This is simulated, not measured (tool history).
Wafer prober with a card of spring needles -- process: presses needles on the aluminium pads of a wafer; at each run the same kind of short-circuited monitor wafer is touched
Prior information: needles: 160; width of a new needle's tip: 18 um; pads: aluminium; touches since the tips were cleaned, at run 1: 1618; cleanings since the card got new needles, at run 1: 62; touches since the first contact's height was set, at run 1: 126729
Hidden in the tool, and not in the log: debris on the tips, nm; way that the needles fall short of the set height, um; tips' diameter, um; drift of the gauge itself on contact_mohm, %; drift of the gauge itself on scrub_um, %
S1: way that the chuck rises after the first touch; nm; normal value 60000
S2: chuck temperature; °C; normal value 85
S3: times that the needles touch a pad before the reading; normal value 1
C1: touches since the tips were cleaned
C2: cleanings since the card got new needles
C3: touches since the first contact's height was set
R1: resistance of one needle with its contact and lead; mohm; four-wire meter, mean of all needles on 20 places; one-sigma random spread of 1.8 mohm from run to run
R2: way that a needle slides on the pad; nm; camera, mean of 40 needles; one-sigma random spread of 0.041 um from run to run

Run 1, hour 0: usual settings; C1 1618; C2 62; C3 126729. Result: R1 296 mohm, R2 13870 nm.
At hour 5.7: tips cleaned on abrasive film.
Run 2, hour 7.7: usual settings; C1 1275; C2 63; C3 131712. Result: R1 287 mohm, R2 13760 nm.
At hour 14.9: tips cleaned on abrasive film.
At hour 23.5: tips cleaned on abrasive film.
Run 3, hour 23.5: usual settings but S2 65 °C; C1 0; C2 65; C3 141999. Result: R1 203 mohm, R2 13730 nm.
At hour 31.7: tips cleaned on abrasive film.
Run 4, hour 36.3: usual settings but S3 3; C1 3003; C2 66; C3 150356. Result: R1 248 mohm, R2 13730 nm.
At hour 40.6: tips cleaned on abrasive film.
At hour 49.2: tips cleaned on abrasive film.
Run 5, hour 51.2: usual settings but S3 3; C1 1328; C2 68; C3 160099. Result: R1 235 mohm, R2 13630 nm.
At hour 57.4: tips cleaned on abrasive film.
Run 6, hour 61.7: usual settings but S3 3; C1 2858; C2 69; C3 166922. Result: R1 254 mohm, R2 13630 nm.
At hour 65.8: tips cleaned on abrasive film.
At hour 74.8: tips cleaned on abrasive film.
Run 7, hour 75: usual settings; C1 92; C2 71; C3 175540. Result: R1 229 mohm, R2 13570 nm.
At hour 83.2: tips cleaned on abrasive film.
Run 8, hour 86.7: usual settings; C1 2350; C2 72; C3 183224. Result: R1 341 mohm, R2 13560 nm.
At hour 92.1: tips cleaned on abrasive film.
Run 9, hour 99.5: usual settings; C1 4858; C2 73; C3 191576. Result: R1 405 mohm, R2 13510 nm.
At hour 100.3: tips cleaned on abrasive film.
At hour 108.6: tips cleaned on abrasive film.
Run 10, hour 109.1: usual settings; C1 333; C2 75; C3 197764. Result: R1 238 mohm, R2 13540 nm.
At hour 117.2: tips cleaned on abrasive film.
Run 11, hour 121.1: usual settings; C1 2604; C2 76; C3 205624. Result: R1 366 mohm, R2 13500 nm.
At hour 125.5: tips cleaned on abrasive film.
Run 12, hour 129.1: usual settings but S3 2; C1 2418; C2 77; C3 210852. Result: R1 284 mohm, R2 13530 nm.
At hour 133.8: tips cleaned on abrasive film.
Run 13, hour 138.4: usual settings; C1 2997; C2 78; C3 216858. Result: R1 373 mohm, R2 13530 nm.
At hour 142: tips cleaned on abrasive film.
At hour 151.2: tips cleaned on abrasive film.
Run 14, hour 151.3: usual settings; C1 60; C2 80; C3 225267. Result: R1 227 mohm, R2 13430 nm.
At hour 159.5: tips cleaned on abrasive film.
Run 15, hour 160.3: usual settings but S1 65000 nm; C1 524; C2 81; C3 231112. Result: R1 241 mohm, R2 14560 nm.
At hour 163.2: height of the first contact set anew.
At hour 168: tips cleaned on abrasive film.
Run 16, hour 168: usual settings; C1 15; C2 82; C3 3058. Result: R1 213 mohm, R2 14250 nm.
At hour 177: tips cleaned on abrasive film.
Run 17, hour 177.4: usual settings; C1 214; C2 83; C3 9177. Result: R1 237 mohm, R2 14200 nm.
At hour 186.4: tips cleaned on abrasive film.
Run 18, hour 192.3: usual settings but S1 52000 nm, S2 50 °C; C1 3881; C2 84; C3 18923. Result: R1 455 mohm, R2 12250 nm.
At hour 195.1: tips cleaned on abrasive film.
Run 19, hour 202.8: usual settings but S1 52000 nm, S2 50 °C; C1 5038; C2 85; C3 25792. Result: R1 476 mohm, R2 12190 nm.
At hour 203.7: tips cleaned on abrasive film.
At hour 212.5: tips cleaned on abrasive film.
Run 20, hour 217: usual settings but S3 2; C1 2972; C2 87; C3 35031. Result: R1 290 mohm, R2 14040 nm.
At hour 221.4: tips cleaned on abrasive film.
Run 21, hour 227.1: usual settings but S3 2; C1 3747; C2 88; C3 41643. Result: R1 303 mohm, R2 14100 nm.
At hour 230: tips cleaned on abrasive film.
At hour 238.7: tips cleaned on abrasive film.
Run 22, hour 241.7: usual settings but S2 39 °C, S3 2; C1 1983; C2 90; C3 51090. Result: R1 273 mohm, R2 14090 nm.
At hour 247.4: tips cleaned on abrasive film.
At hour 256.5: tips cleaned on abrasive film.
Run 23, hour 256.7: usual settings but S1 55000 nm; C1 158; C2 92; C3 60866. Result: R1 249 mohm, R2 12800 nm.
At hour 265.5: tips cleaned on abrasive film.
Run 24, hour 267.1: usual settings but S1 40000 nm, S2 39 °C; C1 1057; C2 93; C3 67652. Result: R1 397 mohm, R2 9280 nm.
At hour 274.4: tips cleaned on abrasive film.
Run 25, hour 276.4: usual settings but S1 40000 nm, S2 39 °C, S3 2; C1 1341; C2 94; C3 73732. Result: R1 342 mohm, R2 9250 nm.
At hour 283.3: tips cleaned on abrasive film.
Run 26, hour 285.9: usual settings but S1 40000 nm, S2 39 °C, S3 2; C1 1753; C2 95; C3 79939. Result: R1 380 mohm, R2 9210 nm.
At hour 291.6: tips cleaned on abrasive film.
At hour 300.6: tips cleaned on abrasive film.
Run 27, hour 301: usual settings but S1 53000 nm, S2 45 °C, S3 2; C1 268; C2 97; C3 89723. Result: R1 231 mohm, R2 12290 nm.
At hour 308.9: tips cleaned on abrasive film.
Run 28, hour 314.4: usual settings but S1 58000 nm, S2 37 °C; C1 3595; C2 98; C3 98480. Result: R1 415 mohm, R2 13420 nm.
At hour 317.9: tips cleaned on abrasive film.
At hour 326.1: tips cleaned on abrasive film.
Run 29, hour 326.4: usual settings but S1 63000 nm; C1 233; C2 100; C3 106294. Result: R1 227 mohm, R2 14510 nm.
At hour 335.2: tips cleaned on abrasive film.
Run 30, hour 340.2: usual settings but S1 58000 nm; C1 3260; C2 101; C3 115293. Result: R1 401 mohm, R2 13370 nm.
At hour 343.5: tips cleaned on abrasive film.
At hour 352.4: tips cleaned on abrasive film.
Run 31, hour 356.1: usual settings but S1 58000 nm; C1 2457; C2 103; C3 125637. Result: R1 381 mohm, R2 13290 nm.

Below are 3 alternative next runs, each starting from the tool's condition after run 31. Predict each:
At hour 361: tips cleaned on abrasive film.
Run A, hour 367.7: usual settings but S1 64000 nm, S2 32 °C; C1 4427; C2 104; C3 133255. Result: R1 ?, R2 ?.
At hour 361: tips cleaned on abrasive film.
Run B, hour 367.7: usual settings but S1 63000 nm, S3 2; C1 4427; C2 104; C3 133255. Result: R1 ?, R2 ?.
At hour 361: tips cleaned on abrasive film.
Run C, hour 367.7: usual settings but S1 65000 nm, S2 40 °C, S3 3; C1 4427; C2 104; C3 133255. Result: R1 ?, R2 ?.

run   R1     R2
  A  387  14720
  B  311  14480
  C  255  14890
Without the tool's unlogged condition, the same runs would have read:
run   R1     R2
  A  181  15210
  B  192  14970
  C  182  15370

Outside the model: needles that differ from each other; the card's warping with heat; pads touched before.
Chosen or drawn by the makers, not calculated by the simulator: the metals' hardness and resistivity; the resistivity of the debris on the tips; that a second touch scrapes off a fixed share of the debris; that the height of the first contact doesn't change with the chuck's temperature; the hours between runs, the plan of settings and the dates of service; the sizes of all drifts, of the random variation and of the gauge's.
